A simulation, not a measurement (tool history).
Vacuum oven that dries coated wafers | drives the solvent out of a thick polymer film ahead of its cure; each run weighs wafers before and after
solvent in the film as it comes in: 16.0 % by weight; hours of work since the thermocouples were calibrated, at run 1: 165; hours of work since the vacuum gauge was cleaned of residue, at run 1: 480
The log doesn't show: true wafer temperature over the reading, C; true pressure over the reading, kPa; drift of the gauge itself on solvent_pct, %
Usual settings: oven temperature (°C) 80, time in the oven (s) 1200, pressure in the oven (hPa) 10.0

run,hour,oven temperature (°C),time in the oven (s),pressure in the oven (hPa),hours of work since the thermocouples were calibrated,hours of work since the vacuum gauge was cleaned of residue,solvent left in the film (%)
1,0.0,80,1200,10.0,165,480,1.16
2,10.8,80,1500,10.0,173,488,0.90
3,22.4,80,1500,10.0,181,496,0.93
4,32.5,80,1500,10.0,189,504,0.95
5,42.9,79,1200,10.0,196,511,1.27
6,51.8,79,1200,10.0,203,518,1.25
7,68.1,79,1200,10.0,214,529,1.26
8,78.1,79,1200,10.0,222,537,1.27
9,90.0,79,1200,10.0,230,545,1.28
10,100.7,79,1200,10.0,238,553,1.28
11,112.2,79,1200,10.0,246,561,1.24
12,125.5,79,1200,10.0,256,571,1.29
13,139.7,80,1200,10.0,266,581,1.18
14,147.4,87,1200,10.0,272,587,0.71
15,156.1,87,780,10.0,278,593,1.19
16,170.6,80,1200,10.0,289,604,1.17
17,184.5,80,1200,10.0,299,614,1.17
18,198.2,80,1200,10.0,309,624,1.20
19,208.7,80,1200,10.0,316,631,1.23
20,222.4,80,1200,10.0,326,641,1.20
21,236.0,80,1200,10.0,336,651,1.20
22,252.3,73,1200,10.0,348,663,2.08
23,261.3,80,1140,5.7,354,669,0.99
24,277.3,80,1140,5.7,366,681,1.02
25,287.5,90,1320,15.4,373,688,0.78
26,296.6,90,1320,15.4,380,695,0.77
27,312.6,74,1740,6.3,392,707,1.03
# hour 315.5: vacuum gauge cleaned of residue and calibrated
28,322.4,91,1980,8.4,398,5,0.52
29,338.8,91,1980,8.4,410,17,0.56
# hour 351.6: vacuum gauge cleaned of residue and calibrated, once more
30,355.1,71,600,23.7,420,3,5.62
31,369.6,92,780,34.5,431,13,1.55
32,382.8,92,780,34.5,440,23,1.52
33,390.4,92,780,34.5,446,28,1.57
34,403.9,80,1560,25.8,456,38,1.63
35,415.5,92,720,11.9,464,46,0.83

Run 36 comes next. What will it give?
36,425.1,69,660,38.4,471,53,?

Run 36 gave solvent left in the film (%) 6.83.
Without the tool's hidden state the same run would have given solvent left in the film (%) 6.92.
